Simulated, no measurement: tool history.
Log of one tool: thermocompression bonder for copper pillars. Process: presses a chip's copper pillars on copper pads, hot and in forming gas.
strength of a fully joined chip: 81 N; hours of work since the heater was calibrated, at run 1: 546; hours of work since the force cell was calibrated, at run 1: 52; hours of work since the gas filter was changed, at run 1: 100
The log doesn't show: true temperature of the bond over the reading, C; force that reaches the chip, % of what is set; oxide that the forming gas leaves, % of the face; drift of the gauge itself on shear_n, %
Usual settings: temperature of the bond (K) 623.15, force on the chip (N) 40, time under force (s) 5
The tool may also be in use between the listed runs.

run   hour  temperature of the bond (K)  force on the chip (N)  time under force (s)  hours of work since the heater was calibrated  hours of work since the force cell was calibrated  hours of work since the gas filter was changed  force that shears a chip off (N)
  1      0                       623.15                     40                     5                                            546                                                 52                                             100                              50.4
  2   10.8                       623.15                     40                     5                                            550                                                 57                                             104                              51.6
  3   21.7                       623.15                     40                    12                                            555                                                 61                                             109                              61.4
  4   36.7                       623.15                     40                    12                                            561                                                 67                                             115                              61.4
  5   45.9                       623.15                     40                    12                                            564                                                 71                                             119                                61
  6   66.9                       623.15                     40                     3                                            573                                                 79                                             127                              42.5
  7   85.2                       623.15                     40                     3                                            580                                                 87                                             134                              43.2
      90.3  -- forming gas filter changed
  8    101                       623.15                     40                     4                                            586                                                 93                                               4                              50.5
  9  110.5                       623.15                     40                     4                                            590                                                 97                                               8                              49.5
 10  126.7                       623.15                     40                     4                                            597                                                103                                              15                              49.3
 11    147                       623.15                     49                     5                                            605                                                111                                              23                              58.9
 12  164.5                       623.15                     49                     5                                            612                                                118                                              30                              57.9
 13  175.3                       623.15                     49                     3                                            616                                                123                                              34                              50.7
 14    188                       623.15                     49                     3                                            622                                                128                                              39                                50
 15  198.7                       598.15                     40                     5                                            626                                                132                                              44                              44.4
 16    217                       598.15                     40                     5                                            633                                                140                                              51                              44.6
 17  235.9                       623.15                     40                     7                                            641                                                147                                              59                              56.9
 18  255.8                       625.15                     40                     5                                            649                                                155                                              67                              51.8
 19  268.3                       595.15                     40                     5                                            654                                                160                                              72                              42.1
 20  281.7                       595.15                     40                     5                                            659                                                166                                              77                              42.8
 21  302.5                       600.15                     45                    11                                            668                                                174                                              86                              58.3
 22  311.6                       624.15                     57                     8                                            672                                                178                                              89                              65.9
 23  330.7                       606.15                     57                    11                                            679                                                186                                              97                                64
 24  351.9                       606.15                     57                     6                                            688                                                194                                             106                              57.5
 25  366.7                       603.15                     38                     7                                            694                                                200                                             112                              46.7
 26  386.3                       603.15                     38                     7                                            702                                                208                                             120                              46.9
 27  404.8                       623.15                     26                    10                                            709                                                216                                             127                                47
 28  422.1                       651.15                     55                     4                                            716                                                223                                             134                              61.5
     428.2  -- forming gas filter changed
 29  444.3                       623.15                     40                     3                                            725                                                231                                               6                              46.3
 30  457.6                       605.15                     40                     5                                            730                                                237                                              12                              47.2
 31  467.1                       595.15                     27                     3                                            734                                                241                                              16                              26.9
 32  478.5                       623.15                     51                     5                                            739                                                245                                              20                              59.5
 33  492.3                       641.15                     53                     4                                            744                                                251                                              26                              62.1
 34  501.2                       597.15                     53                     4                                            748                                                254                                              29                              49.3
 35  513.5                       600.15                     49                     3                                            753                                                259                                              34                              43.8
 36  529.6                       596.15                     43                     3                                            759                                                266                                              41                              38.8
 37  547.6                       596.15                     43                     3                                            767                                                273                                              48                              38.7
 38  562.2                       596.15                     43                     3                                            773                                                279                                              54                              38.4
 39  578.5                       596.15                     43                     3                                            779                                                285                                              61                              38.6

How the hidden state differs across the entries between the runs, from the last listed run before each to the first after it:
Between runs 7 and 8: forming gas filter changed (hour 90.3)
  oxide that the forming gas leaves, % of the face: 8.3 -> 0.96
  measured less the result without the state, force that shears a chip off (N): -4.5 -> -1.1
Between runs 28 and 29: forming gas filter changed (hour 428.2)
  true temperature of the bond over the reading, C: -3.9 -> -4; oxide that the forming gas leaves, % of the face: 9.29 -> 1.11
  measured less the result without the state, force that shears a chip off (N): -6.7 -> -1.2

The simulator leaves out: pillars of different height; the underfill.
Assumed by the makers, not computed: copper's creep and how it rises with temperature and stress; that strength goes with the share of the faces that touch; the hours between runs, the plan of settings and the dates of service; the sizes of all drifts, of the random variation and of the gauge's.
